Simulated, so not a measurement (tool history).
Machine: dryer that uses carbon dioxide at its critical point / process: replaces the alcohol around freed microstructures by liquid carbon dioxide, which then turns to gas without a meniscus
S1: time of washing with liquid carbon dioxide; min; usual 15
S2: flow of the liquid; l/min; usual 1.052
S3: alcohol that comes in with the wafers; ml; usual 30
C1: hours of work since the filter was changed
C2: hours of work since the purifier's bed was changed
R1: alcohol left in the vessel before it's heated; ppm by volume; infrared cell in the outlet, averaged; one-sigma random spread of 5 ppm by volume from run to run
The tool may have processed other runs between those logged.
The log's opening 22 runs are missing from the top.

{"run": 23, "hour": 648.4, "S1": 15, "S2": 1.052, "S3": 30, "C1": 236, "C2": 81, "R1": 54}
{"run": 24, "hour": 676.9, "S1": 15, "S2": 1.052, "S3": 30, "C1": 246, "C2": 92, "R1": 54}
{"run": 25, "hour": 698.6, "S1": 15, "S2": 1.052, "S3": 30, "C1": 255, "C2": 100, "R1": 54}
{"run": 26, "hour": 718.2, "S1": 15, "S2": 1.052, "S3": 22, "C1": 262, "C2": 108, "R1": 66}
{"run": 27, "hour": 754.4, "S1": 15, "S2": 1.052, "S3": 22, "C1": 276, "C2": 121, "R1": 66}
{"run": 28, "hour": 773.5, "S1": 15, "S2": 1.052, "S3": 22, "C1": 283, "C2": 129, "R1": 67}
{"run": 29, "hour": 791.2, "S1": 15, "S2": 1.052, "S3": 22, "C1": 290, "C2": 135, "R1": 77}
{"run": 30, "hour": 815.6, "S1": 20, "S2": 0.66, "S3": 87, "C1": 299, "C2": 144, "R1": 208}
{"run": 31, "hour": 848.8, "S1": 9, "S2": 1.11, "S3": 78, "C1": 311, "C2": 157, "R1": 502}
{"run": 32, "hour": 882.8, "S1": 9, "S2": 1.11, "S3": 78, "C1": 324, "C2": 170, "R1": 511}
{"run": 33, "hour": 912.8, "S1": 11, "S2": 0.79, "S3": 103, "C1": 335, "C2": 181, "R1": 1233}
{"run": 34, "hour": 934.8, "S1": 20, "S2": 1.01, "S3": 30, "C1": 344, "C2": 189, "R1": 88}
{"run": 35, "hour": 975.8, "S1": 21, "S2": 1.052, "S3": 30, "C1": 359, "C2": 205, "R1": 95}
{"run": 36, "hour": 999.0, "S1": 15, "S2": 1.052, "S3": 24, "C1": 368, "C2": 214, "R1": 107}
{"run": 37, "hour": 1028.4, "S1": 15, "S2": 0.69, "S3": 30, "C1": 379, "C2": 225, "R1": 271}
{"run": 38, "hour": 1056.6, "S1": 15, "S2": 1.33, "S3": 27, "C1": 390, "C2": 235, "R1": 107}
{"run": 39, "hour": 1092.0, "S1": 17, "S2": 1.33, "S3": 27, "C1": 403, "C2": 249, "R1": 118}
{"run": 40, "hour": 1112.9, "S1": 17, "S2": 0.95, "S3": 20, "C1": 411, "C2": 256, "R1": 118}
{"run": 41, "hour": 1149.3, "S1": 17, "S2": 0.95, "S3": 20, "C1": 425, "C2": 270, "R1": 123}
{"run": 42, "hour": 1182.8, "S1": 17, "S2": 0.95, "S3": 20, "C1": 437, "C2": 283, "R1": 133}
{"run": 43, "hour": 1211.3, "S1": 17, "S2": 1.65, "S3": 23, "C1": 448, "C2": 294, "R1": 123}
{"run": 44, "hour": 1238.5, "S1": 13, "S2": 1.23, "S3": 28, "C1": 458, "C2": 304, "R1": 137}
{"run": 45, "hour": 1270.6, "S1": 13, "S2": 1.23, "S3": 28, "C1": 470, "C2": 316, "R1": 156}
{"run": 46, "hour": 1288.6, "S1": 13, "S2": 1.23, "S3": 28, "C1": 477, "C2": 323, "R1": 147}

Consider 5 possible next runs. They are alternatives, not a sequence: every one starts from the tool as it was left by run 46. What does each give?
{"run": "A", "hour": 1330.5, "S1": 15, "S2": 1.052, "S3": 99, "C1": 493, "C2": 338, "R1": "?"}
{"run": "B", "hour": 1330.5, "S1": 11, "S2": 1.052, "S3": 49, "C1": 493, "C2": 338, "R1": "?"}
{"run": "C", "hour": 1330.5, "S1": 9, "S2": 1.23, "S3": 84, "C1": 493, "C2": 338, "R1": "?"}
{"run": "D", "hour": 1330.5, "S1": 13, "S2": 0.73, "S3": 28, "C1": 493, "C2": 338, "R1": "?"}
{"run": "E", "hour": 1330.5, "S1": 17, "S2": 1.64, "S3": 105, "C1": 493, "C2": 338, "R1": "?"}

run=A R1=197
run=B R1=301
run=C R1=431
run=D R1=394
run=E R1=143
With no hidden state in the tool, these same runs would have given:
run=A R1=42
run=B R1=117
run=C R1=215
run=D R1=198
run=E R1=2

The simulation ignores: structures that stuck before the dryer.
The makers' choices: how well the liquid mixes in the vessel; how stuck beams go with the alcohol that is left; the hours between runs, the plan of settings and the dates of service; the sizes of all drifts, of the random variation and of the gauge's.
